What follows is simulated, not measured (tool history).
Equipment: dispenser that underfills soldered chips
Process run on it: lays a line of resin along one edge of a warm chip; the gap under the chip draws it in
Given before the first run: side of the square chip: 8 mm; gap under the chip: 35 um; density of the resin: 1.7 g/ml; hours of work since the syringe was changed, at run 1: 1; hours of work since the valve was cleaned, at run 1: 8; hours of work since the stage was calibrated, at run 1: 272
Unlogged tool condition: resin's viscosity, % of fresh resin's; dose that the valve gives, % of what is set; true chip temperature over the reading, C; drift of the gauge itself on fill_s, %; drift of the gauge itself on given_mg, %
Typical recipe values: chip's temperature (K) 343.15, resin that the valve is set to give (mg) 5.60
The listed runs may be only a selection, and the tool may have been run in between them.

| run | hour | chip's temperature (K) | resin that the valve is set to give (mg) | hours of work since the syringe was changed | hours of work since the valve was cleaned | hours of work since the stage was calibrated | time until the resin shows at the far edge (s) | resin that the valve gave (mg) |
|---|---|---|---|---|---|---|---|---|
| 1 | 0.0 | 343.15 | 5.60 | 1 | 8 | 272 | 24.8 | 5.55 |
|  | 6.0 | new syringe of resin |
| 2 | 6.6 | 343.15 | 5.60 | 0 | 13 | 276 | 24.3 | 5.49 |
|  | 13.5 | new syringe of resin |
| 3 | 13.7 | 343.15 | 5.60 | 0 | 19 | 282 | 24.7 | 5.49 |
|  | 20.4 | new syringe of resin |
| 4 | 20.4 | 343.15 | 5.60 | 0 | 23 | 287 | 23.5 | 5.48 |
| 5 | 24.9 | 343.15 | 5.60 | 3 | 27 | 290 | 31.8 | 5.45 |
|  | 27.6 | new syringe of resin |
| 6 | 30.8 | 343.15 | 5.60 | 2 | 31 | 294 | 29.8 | 5.44 |
|  | 34.8 | new syringe of resin |
| 7 | 40.4 | 343.15 | 5.60 | 4 | 38 | 301 | 34.5 | 5.48 |
|  | 42.2 | new syringe of resin |
|  | 49.6 | new syringe of resin |
| 8 | 50.5 | 343.15 | 5.60 | 1 | 46 | 309 | 25.9 | 5.42 |
|  | 52.3 | dispensing valve cleaned and set on the balance |
|  | 58.0 | new syringe of resin |
| 9 | 60.5 | 343.15 | 5.60 | 2 | 6 | 315 | 28.5 | 5.57 |
|  | 65.4 | new syringe of resin |
| 10 | 70.8 | 332.15 | 5.60 | 4 | 14 | 323 | 50.5 | 5.59 |
|  | 72.4 | new syringe of resin |
|  | 79.3 | new syringe of resin |
| 11 | 79.3 | 343.15 | 6.17 | 0 | 20 | 329 | 23.7 | 6.07 |
|  | 86.5 | new syringe of resin |
| 12 | 86.8 | 343.15 | 6.17 | 0 | 25 | 335 | 24.3 | 6.05 |
|  | 93.5 | new syringe of resin |
| 13 | 93.5 | 343.15 | 5.60 | 0 | 30 | 340 | 24.3 | 5.47 |
|  | 100.6 | new syringe of resin |
| 14 | 101.8 | 343.15 | 5.60 | 1 | 36 | 346 | 26.6 | 5.43 |
|  | 107.6 | new syringe of resin |
| 15 | 109.0 | 343.15 | 5.60 | 1 | 42 | 351 | 26.2 | 5.45 |
|  | 114.8 | new syringe of resin |
|  | 115.8 | dispensing valve cleaned and set on the balance |
| 16 | 119.1 | 332.15 | 5.60 | 3 | 3 | 358 | 44.8 | 5.60 |
|  | 123.6 | new syringe of resin |
| 17 | 127.3 | 350.15 | 5.60 | 3 | 9 | 364 | 24.0 | 5.51 |
|  | 130.6 | new syringe of resin |
| 18 | 135.8 | 336.15 | 6.89 | 4 | 15 | 370 | 42.0 | 6.75 |
|  | 137.5 | new syringe of resin |
| 19 | 143.2 | 349.15 | 5.02 | 4 | 20 | 375 | 28.5 | 4.90 |
|  | 144.8 | new syringe of resin |
| 20 | 147.9 | 343.15 | 6.29 | 2 | 24 | 379 | 30.3 | 6.22 |
|  | 152.1 | new syringe of resin |
| 21 | 157.1 | 343.15 | 6.13 | 4 | 30 | 386 | 32.6 | 5.94 |
|  | 159.1 | new syringe of resin |
|  | 166.2 | new syringe of resin |
| 22 | 166.2 | 337.15 | 5.34 | 0 | 37 | 392 | 30.7 | 5.14 |
|  | 173.2 | new syringe of resin |
| 23 | 174.1 | 337.15 | 5.34 | 1 | 43 | 398 | 32.5 | 5.16 |
|  | 179.1 | dispensing valve cleaned and set on the balance |
|  | 181.6 | new syringe of resin |
| 24 | 183.5 | 339.15 | 5.06 | 1 | 3 | 404 | 32.4 | 5.02 |
|  | 188.7 | new syringe of resin |
| 25 | 188.7 | 338.15 | 6.23 | 0 | 7 | 408 | 29.3 | 6.17 |
|  | 196.0 | new syringe of resin |
| 26 | 196.8 | 338.15 | 6.23 | 1 | 13 | 414 | 30.6 | 6.13 |
|  | 203.6 | new syringe of resin |
| 27 | 206.0 | 328.15 | 6.12 | 2 | 20 | 421 | 50.6 | 5.99 |

What will run 28 give?
|  | 211.3 | new syringe of resin |
| 28 | 215.6 | 337.15 | 5.89 | 3 | 27 | 428 | ? | ? |

Run 28 gave time until the resin shows at the far edge (s) 39.3, resin that the valve gave (mg) 5.78.
The same run, on a tool lacking any hidden state, would have yielded time until the resin shows at the far edge (s) 28.1, resin that the valve gave (mg) 5.91.
